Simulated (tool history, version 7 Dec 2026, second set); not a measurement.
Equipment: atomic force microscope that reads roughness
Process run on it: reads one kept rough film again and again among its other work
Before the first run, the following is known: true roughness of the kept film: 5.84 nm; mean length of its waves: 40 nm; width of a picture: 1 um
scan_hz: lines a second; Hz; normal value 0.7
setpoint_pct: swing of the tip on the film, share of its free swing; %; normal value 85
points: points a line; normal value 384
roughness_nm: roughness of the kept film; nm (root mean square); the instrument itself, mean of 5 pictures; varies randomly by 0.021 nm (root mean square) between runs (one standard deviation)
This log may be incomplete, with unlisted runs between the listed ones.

| run | hour | scan_hz | setpoint_pct | points | roughness_nm |
|---|---|---|---|---|---|
| 1 | 0 | 0.7 | 85 | 384 | 5.118 |
| 2 | 6.7 | 0.7 | 85 | 384 | 5.061 |
| 3 | 17.1 | 0.7 | 85 | 384 | 4.984 |
| 4 | 22.6 | 0.7 | 85 | 620 | 4.965 |
| 5 | 28.5 | 0.7 | 85 | 620 | 4.899 |
| 6 | 40 | 0.7 | 85 | 620 | 4.826 |
| 7 | 45.3 | 0.7 | 85 | 620 | 4.805 |
| 8 | 51.4 | 0.891 | 85 | 620 | 4.68 |
| 9 | 56.7 | 0.891 | 85 | 620 | 4.646 |
| 10 | 66.8 | 0.891 | 85 | 620 | 4.588 |
| 11 | 76.4 | 0.891 | 85 | 315 | 4.474 |
| 12 | 86.7 | 0.891 | 85 | 315 | 4.445 |
| 13 | 92.2 | 0.891 | 85 | 315 | 4.394 |
| 14 | 103.2 | 0.7 | 85 | 384 | 4.405 |
| 15 | 112.2 | 0.7 | 61 | 384 | 4.51 |
| 16 | 118.8 | 0.7 | 85 | 384 | 4.306 |
| 17 | 128.3 | 0.7 | 85 | 384 | 4.212 |
| 18 | 138.3 | 0.7 | 73 | 384 | 4.274 |
| 19 | 145.8 | 0.674 | 85 | 384 | 4.157 |
| 20 | 154.5 | 0.674 | 82 | 384 | 4.163 |
|  | 156.4 | new tip fitted |
| 21 | 166.2 | 0.7 | 67 | 384 | 5.192 |
| 22 | 172.3 | 0.7 | 85 | 384 | 4.963 |
| 23 | 177.4 | 0.7 | 85 | 384 | 4.905 |
| 24 | 184.2 | 0.7 | 85 | 384 | 4.892 |
| 25 | 191.7 | 0.7 | 85 | 384 | 4.805 |
| 26 | 202.8 | 0.7 | 85 | 384 | 4.709 |
| 27 | 210.8 | 0.783 | 75 | 348 | 4.732 |
| 28 | 221.4 | 0.783 | 75 | 348 | 4.706 |
| 29 | 230.5 | 3.099 | 65 | 591 | 4.436 |
| 30 | 235.2 | 3.099 | 65 | 591 | 4.39 |
| 31 | 242 | 0.7 | 88 | 929 | 4.486 |
| 32 | 249.6 | 0.781 | 81 | 296 | 4.445 |
| 33 | 256 | 0.781 | 81 | 296 | 4.411 |
| 34 | 262.9 | 0.781 | 81 | 296 | 4.374 |
| 35 | 268.7 | 0.781 | 81 | 296 | 4.322 |
|  | 270.2 | height scale calibrated on a step standard |
| 36 | 276.6 | 0.781 | 81 | 296 | 4.297 |
| 37 | 287 | 1.04 | 73 | 791 | 4.288 |
| 38 | 292.4 | 1.431 | 85 | 671 | 3.965 |
| 39 | 302.9 | 0.838 | 90 | 991 | 4.028 |
| 40 | 311 | 0.838 | 90 | 991 | 3.981 |
|  | 312.9 | height scale calibrated on a step standard, once more |
|  | 314.5 | new tip fitted |
| 41 | 320.2 | 0.838 | 90 | 991 | 4.961 |
| 42 | 327.1 | 0.7 | 60 | 481 | 5.261 |
| 43 | 337.6 | 2.569 | 85 | 265 | 4.289 |
| 44 | 345 | 1.98 | 85 | 265 | 4.405 |
| 45 | 350.2 | 1.98 | 85 | 265 | 4.364 |
| 46 | 360.1 | 0.669 | 85 | 265 | 4.748 |
| 47 | 371.6 | 2.337 | 82 | 265 | 4.183 |
| 48 | 379.4 | 2.337 | 82 | 265 | 4.134 |
| 49 | 386.3 | 2.337 | 82 | 265 | 4.09 |
| 50 | 395.1 | 0.639 | 85 | 347 | 4.528 |
| 51 | 404.3 | 0.639 | 85 | 347 | 4.469 |
| 52 | 409.1 | 0.639 | 85 | 347 | 4.47 |

Alternative continuations, all from the tool just after run 52; predict every row:
| A | 419.3 | 1.033 | 77 | 282 | ? |
| B | 419.3 | 2.077 | 75 | 384 | ? |
| C | 419.3 | 3.512 | 85 | 404 | ? |
| D | 419.3 | 1.331 | 55 | 347 | ? |

| run | roughness_nm |
|---|---|
| A | 4.329 |
| B | 4.173 |
| C | 3.579 |
| D | 4.516 |
Stripped of hidden state, with their random variation kept, the same runs would have yielded:
| run | roughness_nm |
|---|---|
| A | 5.091 |
| B | 4.905 |
| C | 4.208 |
| D | 5.308 |

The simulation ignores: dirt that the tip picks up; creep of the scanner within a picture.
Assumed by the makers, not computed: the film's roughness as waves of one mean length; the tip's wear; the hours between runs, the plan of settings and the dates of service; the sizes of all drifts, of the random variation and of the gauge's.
